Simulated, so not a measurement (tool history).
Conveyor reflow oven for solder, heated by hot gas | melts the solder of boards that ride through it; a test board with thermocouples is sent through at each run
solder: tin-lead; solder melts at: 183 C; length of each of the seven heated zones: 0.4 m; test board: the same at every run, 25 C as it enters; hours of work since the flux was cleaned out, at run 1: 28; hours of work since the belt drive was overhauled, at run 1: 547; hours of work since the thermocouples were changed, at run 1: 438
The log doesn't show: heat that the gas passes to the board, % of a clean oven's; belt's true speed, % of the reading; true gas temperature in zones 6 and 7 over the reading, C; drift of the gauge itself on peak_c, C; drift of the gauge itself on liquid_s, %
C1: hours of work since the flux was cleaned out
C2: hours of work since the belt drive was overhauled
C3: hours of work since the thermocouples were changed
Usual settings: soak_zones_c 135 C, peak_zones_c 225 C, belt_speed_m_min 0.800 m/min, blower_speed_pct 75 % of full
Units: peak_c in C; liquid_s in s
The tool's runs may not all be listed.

run 1 day=0.000 | soak_zones_c=135 peak_zones_c=225 belt_speed_m_min=0.800 blower_speed_pct=75 | C1=28 C2=547 C3=438 | peak_c=206.8 liquid_s=35.9
run 2 day=0.721 | soak_zones_c=135 peak_zones_c=225 belt_speed_m_min=0.800 blower_speed_pct=55 | C1=35 C2=554 C3=446 | peak_c=202.5 liquid_s=31.2
run 3 day=1.571 | soak_zones_c=150 peak_zones_c=225 belt_speed_m_min=0.800 blower_speed_pct=75 | C1=45 C2=564 C3=455 | peak_c=209.8 liquid_s=43.5
run 4 day=2.750 | soak_zones_c=135 peak_zones_c=225 belt_speed_m_min=0.912 blower_speed_pct=75 | C1=57 C2=576 C3=468 | peak_c=202.4 liquid_s=27.1
run 5 day=3.388 | soak_zones_c=135 peak_zones_c=225 belt_speed_m_min=0.912 blower_speed_pct=75 | C1=64 C2=583 C3=475 | peak_c=202.4 liquid_s=27.4
run 6 day=4.688 | soak_zones_c=135 peak_zones_c=225 belt_speed_m_min=0.912 blower_speed_pct=75 | C1=78 C2=597 C3=489 | peak_c=201.9 liquid_s=27.2
run 7 day=6.075 | soak_zones_c=135 peak_zones_c=225 belt_speed_m_min=0.912 blower_speed_pct=75 | C1=93 C2=612 C3=504 | peak_c=202.2 liquid_s=27.2
run 8 day=6.958 | soak_zones_c=135 peak_zones_c=225 belt_speed_m_min=0.912 blower_speed_pct=75 | C1=103 C2=622 C3=513 | peak_c=202.4 liquid_s=27.4
run 9 day=7.738 | soak_zones_c=135 peak_zones_c=225 belt_speed_m_min=0.800 blower_speed_pct=75 | C1=111 C2=630 C3=522 | peak_c=206.9 liquid_s=36.3
run 10 day=8.667 | soak_zones_c=142 peak_zones_c=225 belt_speed_m_min=0.866 blower_speed_pct=75 | C1=121 C2=640 C3=532 | peak_c=205.7 liquid_s=34.0
run 11 day=9.817 | soak_zones_c=135 peak_zones_c=225 belt_speed_m_min=0.800 blower_speed_pct=73 | C1=134 C2=653 C3=544 | peak_c=206.5 liquid_s=35.9
run 12 day=11.242 | soak_zones_c=126 peak_zones_c=225 belt_speed_m_min=0.895 blower_speed_pct=73 | C1=149 C2=668 C3=559 | peak_c=200.4 liquid_s=24.0
run 13 day=12.458 | soak_zones_c=126 peak_zones_c=225 belt_speed_m_min=0.895 blower_speed_pct=73 | C1=162 C2=681 C3=573 | peak_c=200.6 liquid_s=24.2
run 14 day=13.825 | soak_zones_c=126 peak_zones_c=225 belt_speed_m_min=0.895 blower_speed_pct=73 | C1=177 C2=696 C3=587 | peak_c=200.5 liquid_s=24.2
-- day=14.829 flux residue cleaned out of gas plates and filters
run 15 day=15.154 | soak_zones_c=126 peak_zones_c=237 belt_speed_m_min=0.667 blower_speed_pct=73 | C1=4 C2=708 C3=599 | peak_c=221.6 liquid_s=53.5
run 16 day=15.808 | soak_zones_c=126 peak_zones_c=232 belt_speed_m_min=0.667 blower_speed_pct=73 | C1=11 C2=715 C3=606 | peak_c=216.6 liquid_s=50.5
run 17 day=16.492 | soak_zones_c=138 peak_zones_c=229 belt_speed_m_min=0.667 blower_speed_pct=73 | C1=18 C2=722 C3=614 | peak_c=215.9 liquid_s=53.7
run 18 day=17.183 | soak_zones_c=138 peak_zones_c=229 belt_speed_m_min=0.667 blower_speed_pct=73 | C1=25 C2=730 C3=621 | peak_c=216.2 liquid_s=53.5

4 ways to go on from here, each from the tool as it stands after run 18. What would each give?
run A day=17.900 | soak_zones_c=128 peak_zones_c=225 belt_speed_m_min=0.800 blower_speed_pct=75 | C1=33 C2=738 C3=629 | peak_c=? liquid_s=?
run B day=17.900 | soak_zones_c=138 peak_zones_c=229 belt_speed_m_min=0.731 blower_speed_pct=73 | C1=33 C2=738 C3=629 | peak_c=? liquid_s=?
run C day=17.900 | soak_zones_c=126 peak_zones_c=229 belt_speed_m_min=0.841 blower_speed_pct=73 | C1=33 C2=738 C3=629 | peak_c=? liquid_s=?
run D day=17.900 | soak_zones_c=138 peak_zones_c=229 belt_speed_m_min=0.737 blower_speed_pct=73 | C1=33 C2=738 C3=629 | peak_c=? liquid_s=?

run=A peak_c=205.5 liquid_s=33.1
run=B peak_c=213.1 liquid_s=46.8
run=C peak_c=206.3 liquid_s=31.3
run=D peak_c=212.9 liquid_s=46.2
Without the tool's hidden state the same runs would have given:
run=A peak_c=205.5 liquid_s=33.1
run=B peak_c=213.1 liquid_s=46.8
run=C peak_c=206.3 liquid_s=31.3
run=D peak_c=212.9 liquid_s=46.2
